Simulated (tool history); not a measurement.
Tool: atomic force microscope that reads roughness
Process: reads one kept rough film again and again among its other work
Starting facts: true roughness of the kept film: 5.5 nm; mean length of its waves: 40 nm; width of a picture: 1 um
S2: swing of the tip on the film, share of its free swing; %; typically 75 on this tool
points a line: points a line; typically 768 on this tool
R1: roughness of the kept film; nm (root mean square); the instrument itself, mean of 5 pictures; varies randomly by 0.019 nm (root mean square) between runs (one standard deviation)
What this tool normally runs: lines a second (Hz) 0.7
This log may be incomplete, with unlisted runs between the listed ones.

run 1 hour=0 | lines_a_second_(Hz)=0.7 S2=75 points_a_line=768 | R1=4.393
run 2 hour=52.2 | lines_a_second_(Hz)=0.7 S2=75 points_a_line=768 | R1=4.128
run 3 hour=94.3 | lines_a_second_(Hz)=0.7 S2=68 points_a_line=768 | R1=3.968
run 4 hour=150.3 | lines_a_second_(Hz)=0.7 S2=68 points_a_line=768 | R1=3.775
-- hour=169.1 new tip fitted
run 5 hour=214.6 | lines_a_second_(Hz)=1.993 S2=75 points_a_line=768 | R1=4.238
run 6 hour=261.5 | lines_a_second_(Hz)=1.993 S2=75 points_a_line=768 | R1=4.013
run 7 hour=328.7 | lines_a_second_(Hz)=0.7 S2=75 points_a_line=768 | R1=3.965
-- hour=382.3 new tip fitted
run 8 hour=383.5 | lines_a_second_(Hz)=0.7 S2=75 points_a_line=768 | R1=4.627
run 9 hour=438.2 | lines_a_second_(Hz)=0.7 S2=75 points_a_line=768 | R1=4.416
run 10 hour=489.4 | lines_a_second_(Hz)=0.7 S2=75 points_a_line=768 | R1=4.169
run 11 hour=521.3 | lines_a_second_(Hz)=0.7 S2=68 points_a_line=768 | R1=4.06
run 12 hour=554.7 | lines_a_second_(Hz)=0.7 S2=68 points_a_line=720 | R1=3.911
-- hour=596.3 new tip fitted
run 13 hour=603.6 | lines_a_second_(Hz)=0.7 S2=68 points_a_line=720 | R1=4.62
run 14 hour=656.4 | lines_a_second_(Hz)=0.7 S2=68 points_a_line=720 | R1=4.373
run 15 hour=714.7 | lines_a_second_(Hz)=0.71 S2=68 points_a_line=720 | R1=4.092
run 16 hour=775.3 | lines_a_second_(Hz)=0.71 S2=68 points_a_line=720 | R1=3.876
-- hour=810.4 new tip fitted
run 17 hour=813.3 | lines_a_second_(Hz)=0.71 S2=68 points_a_line=720 | R1=4.649
-- hour=817.6 height scale calibrated on a step standard
run 18 hour=871.8 | lines_a_second_(Hz)=0.71 S2=68 points_a_line=720 | R1=4.336
run 19 hour=919 | lines_a_second_(Hz)=0.7 S2=75 points_a_line=768 | R1=4.076
run 20 hour=977.3 | lines_a_second_(Hz)=0.7 S2=75 points_a_line=768 | R1=3.846
-- hour=1025.8 new tip fitted
run 21 hour=1028.5 | lines_a_second_(Hz)=0.833 S2=75 points_a_line=768 | R1=4.592
run 22 hour=1061.7 | lines_a_second_(Hz)=0.833 S2=75 points_a_line=768 | R1=4.444
-- hour=1097.8 height scale calibrated on a step standard, once more
run 23 hour=1119.1 | lines_a_second_(Hz)=0.7 S2=60 points_a_line=350 | R1=4.31
run 24 hour=1186.1 | lines_a_second_(Hz)=1.645 S2=75 points_a_line=609 | R1=3.818
-- hour=1238.3 new tip fitted
run 25 hour=1238.3 | lines_a_second_(Hz)=1.296 S2=83 points_a_line=385 | R1=4.498
run 26 hour=1266.5 | lines_a_second_(Hz)=1.296 S2=83 points_a_line=385 | R1=4.367
run 27 hour=1334.4 | lines_a_second_(Hz)=1.296 S2=83 points_a_line=385 | R1=4.032
run 28 hour=1364.9 | lines_a_second_(Hz)=1.066 S2=85 points_a_line=385 | R1=3.947
run 29 hour=1428.4 | lines_a_second_(Hz)=1.066 S2=73 points_a_line=381 | R1=3.796
-- hour=1452.3 new tip fitted
run 30 hour=1473.7 | lines_a_second_(Hz)=1.066 S2=73 points_a_line=381 | R1=4.528
run 31 hour=1511.1 | lines_a_second_(Hz)=1.176 S2=75 points_a_line=768 | R1=4.349
run 32 hour=1566.9 | lines_a_second_(Hz)=1.176 S2=70 points_a_line=262 | R1=4.086
run 33 hour=1631.8 | lines_a_second_(Hz)=0.7 S2=75 points_a_line=305 | R1=3.904
-- hour=1665.7 new tip fitted
run 34 hour=1679 | lines_a_second_(Hz)=0.7 S2=75 points_a_line=384 | R1=4.597
run 35 hour=1735.7 | lines_a_second_(Hz)=0.544 S2=75 points_a_line=407 | R1=4.342
run 36 hour=1780 | lines_a_second_(Hz)=0.66 S2=62 points_a_line=282 | R1=4.2
run 37 hour=1807.4 | lines_a_second_(Hz)=2.835 S2=75 points_a_line=768 | R1=3.821
run 38 hour=1838.1 | lines_a_second_(Hz)=2.835 S2=75 points_a_line=768 | R1=3.701
run 39 hour=1873.8 | lines_a_second_(Hz)=2.835 S2=75 points_a_line=768 | R1=3.545
-- hour=1880.1 new tip fitted
run 40 hour=1916.9 | lines_a_second_(Hz)=1.524 S2=86 points_a_line=504 | R1=4.239
run 41 hour=1974.8 | lines_a_second_(Hz)=1.779 S2=56 points_a_line=842 | R1=4.241
run 42 hour=2042.7 | lines_a_second_(Hz)=1.779 S2=77 points_a_line=842 | R1=3.827
-- hour=2093.1 new tip fitted
run 43 hour=2100.9 | lines_a_second_(Hz)=2.327 S2=57 points_a_line=903 | R1=4.618
run 44 hour=2151 | lines_a_second_(Hz)=1.882 S2=87 points_a_line=554 | R1=4.019

Consider 3 possible next runs. They are alternatives, not a sequence: every one starts from the tool as it was left by run 44. What does each give?
run A hour=2194.4 | lines_a_second_(Hz)=2.818 S2=87 points_a_line=718 | R1=?
run B hour=2194.4 | lines_a_second_(Hz)=1.882 S2=81 points_a_line=446 | R1=?
run C hour=2194.4 | lines_a_second_(Hz)=1.424 S2=59 points_a_line=345 | R1=?

run=A R1=3.73
run=B R1=3.947
run=C R1=4.186
Without the tool's hidden state the same runs would have given:
run=A R1=4.223
run=B R1=4.47
run=C R1=4.741
